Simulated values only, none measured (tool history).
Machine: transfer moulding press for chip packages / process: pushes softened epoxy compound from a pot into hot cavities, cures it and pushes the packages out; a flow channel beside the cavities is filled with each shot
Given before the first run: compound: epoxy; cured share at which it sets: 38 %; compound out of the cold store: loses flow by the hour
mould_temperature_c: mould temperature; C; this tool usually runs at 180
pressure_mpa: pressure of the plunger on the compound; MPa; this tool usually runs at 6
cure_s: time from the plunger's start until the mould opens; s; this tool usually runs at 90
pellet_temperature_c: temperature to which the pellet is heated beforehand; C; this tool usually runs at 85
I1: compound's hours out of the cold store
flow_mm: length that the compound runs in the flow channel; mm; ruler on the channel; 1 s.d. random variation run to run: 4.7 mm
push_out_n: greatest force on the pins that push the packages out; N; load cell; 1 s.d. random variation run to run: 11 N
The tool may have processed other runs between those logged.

{"run": 1, "day": 0.0, "mould_temperature_c": 180, "pressure_mpa": 6, "cure_s": 90, "pellet_temperature_c": 85, "I1": 9.1, "flow_mm": 909, "push_out_n": 523}
{"run": 2, "day": 0.554, "mould_temperature_c": 181, "pressure_mpa": 6, "cure_s": 90, "pellet_temperature_c": 85, "I1": 20.3, "flow_mm": 853, "push_out_n": 481}
{"run": 3, "day": 1.171, "mould_temperature_c": 180, "pressure_mpa": 6, "cure_s": 103, "pellet_temperature_c": 85, "I1": 38.3, "flow_mm": 795, "push_out_n": 427}
{"run": 4, "day": 1.904, "mould_temperature_c": 180, "pressure_mpa": 4.89, "cure_s": 90, "pellet_temperature_c": 85, "I1": 18.4, "flow_mm": 776, "push_out_n": 514}
{"run": 5, "day": 2.296, "mould_temperature_c": 180, "pressure_mpa": 4.89, "cure_s": 90, "pellet_temperature_c": 85, "I1": 20.9, "flow_mm": 764, "push_out_n": 496}
{"day": 2.892, "done": "cavities cleaned with cleaning compound and waxed"}
{"run": 6, "day": 3.025, "mould_temperature_c": 180, "pressure_mpa": 4.89, "cure_s": 90, "pellet_temperature_c": 85, "I1": 9.3, "flow_mm": 807, "push_out_n": 536}
{"run": 7, "day": 3.775, "mould_temperature_c": 180, "pressure_mpa": 4.89, "cure_s": 90, "pellet_temperature_c": 85, "I1": 28.2, "flow_mm": 737, "push_out_n": 489}
{"run": 8, "day": 4.412, "mould_temperature_c": 180, "pressure_mpa": 4.89, "cure_s": 90, "pellet_temperature_c": 85, "I1": 20.9, "flow_mm": 757, "push_out_n": 492}
{"run": 9, "day": 5.262, "mould_temperature_c": 180, "pressure_mpa": 4.51, "cure_s": 90, "pellet_temperature_c": 85, "I1": 22.7, "flow_mm": 733, "push_out_n": 514}
{"run": 10, "day": 6.042, "mould_temperature_c": 180, "pressure_mpa": 6, "cure_s": 107, "pellet_temperature_c": 94, "I1": 43.8, "flow_mm": 775, "push_out_n": 415}
{"run": 11, "day": 6.454, "mould_temperature_c": 180, "pressure_mpa": 4.97, "cure_s": 119, "pellet_temperature_c": 85, "I1": 32.4, "flow_mm": 733, "push_out_n": 393}
{"day": 6.588, "done": "cavities cleaned with cleaning compound and waxed"}
{"run": 12, "day": 6.971, "mould_temperature_c": 176, "pressure_mpa": 6.35, "cure_s": 87, "pellet_temperature_c": 94, "I1": 31.7, "flow_mm": 845, "push_out_n": 677}
{"run": 13, "day": 7.592, "mould_temperature_c": 176, "pressure_mpa": 6.35, "cure_s": 87, "pellet_temperature_c": 94, "I1": 21.3, "flow_mm": 892, "push_out_n": 687}
{"run": 14, "day": 8.4, "mould_temperature_c": 176, "pressure_mpa": 6.35, "cure_s": 87, "pellet_temperature_c": 94, "I1": 9.6, "flow_mm": 932, "push_out_n": 734}
{"run": 15, "day": 8.85, "mould_temperature_c": 185, "pressure_mpa": 5.38, "cure_s": 75, "pellet_temperature_c": 83, "I1": 32.5, "flow_mm": 756, "push_out_n": 519}

Predict each of these 5 candidate next runs independently; none follows another, all start after run 15:
{"run": "A", "day": 9.254, "mould_temperature_c": 180, "pressure_mpa": 4.97, "cure_s": 81, "pellet_temperature_c": 85, "I1": 37.9, "flow_mm": "?", "push_out_n": "?"}
{"run": "B", "day": 9.254, "mould_temperature_c": 180, "pressure_mpa": 6, "cure_s": 89, "pellet_temperature_c": 85, "I1": 18.2, "flow_mm": "?", "push_out_n": "?"}
{"run": "C", "day": 9.254, "mould_temperature_c": 178, "pressure_mpa": 6.1, "cure_s": 75, "pellet_temperature_c": 95, "I1": 18.3, "flow_mm": "?", "push_out_n": "?"}
{"run": "D", "day": 9.254, "mould_temperature_c": 180, "pressure_mpa": 5.53, "cure_s": 125, "pellet_temperature_c": 76, "I1": 12.1, "flow_mm": "?", "push_out_n": "?"}
{"run": "E", "day": 9.254, "mould_temperature_c": 177, "pressure_mpa": 6, "cure_s": 75, "pellet_temperature_c": 85, "I1": 47.5, "flow_mm": "?", "push_out_n": "?"}

run=A flow_mm=710 push_out_n=579
run=B flow_mm=857 push_out_n=531
run=C flow_mm=885 push_out_n=824
run=D flow_mm=853 push_out_n=382
run=E flow_mm=779 push_out_n=824
With no hidden state in the tool, these same runs would have given:
run=A flow_mm=711 push_out_n=574
run=B flow_mm=858 push_out_n=527
run=C flow_mm=886 push_out_n=817
run=D flow_mm=854 push_out_n=379
run=E flow_mm=780 push_out_n=818
